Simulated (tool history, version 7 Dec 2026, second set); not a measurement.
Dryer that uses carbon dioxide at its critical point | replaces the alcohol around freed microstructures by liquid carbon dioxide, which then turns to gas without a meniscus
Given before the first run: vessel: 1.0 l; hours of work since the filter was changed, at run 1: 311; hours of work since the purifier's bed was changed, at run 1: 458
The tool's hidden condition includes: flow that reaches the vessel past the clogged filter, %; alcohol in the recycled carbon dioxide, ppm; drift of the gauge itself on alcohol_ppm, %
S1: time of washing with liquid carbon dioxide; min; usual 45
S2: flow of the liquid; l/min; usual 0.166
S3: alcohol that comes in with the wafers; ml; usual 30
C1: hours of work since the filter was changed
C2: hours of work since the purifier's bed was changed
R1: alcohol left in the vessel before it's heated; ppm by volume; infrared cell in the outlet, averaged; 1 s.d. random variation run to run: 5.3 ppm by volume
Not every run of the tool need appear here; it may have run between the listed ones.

run	hour	S1	S2	S3	C1	C2	R1
1	0.0	45	0.166	30	311	458	281
2	26.3	45	0.166	30	326	473	296
3	50.7	45	0.166	30	339	487	298
4	80.5	45	0.166	30	356	503	308
5	114.3	45	0.166	30	375	522	315
6	148.8	45	0.166	37	394	541	382
7	182.4	45	0.166	37	413	560	391
# hour 190.7: inlet filter changed
8	218.1	63	0.166	30	15	579	124
9	252.0	63	0.166	30	34	598	123
10	285.4	38	0.115	32	53	617	1438
11	305.2	45	0.203	107	64	628	262

Run 12 is up next; what results do you expect?
12	330.7	45	0.203	107	78	642	?

R1: 275 ppm by volume
Had the tool carried no hidden state, the very same run would have given R1 137 ppm by volume.
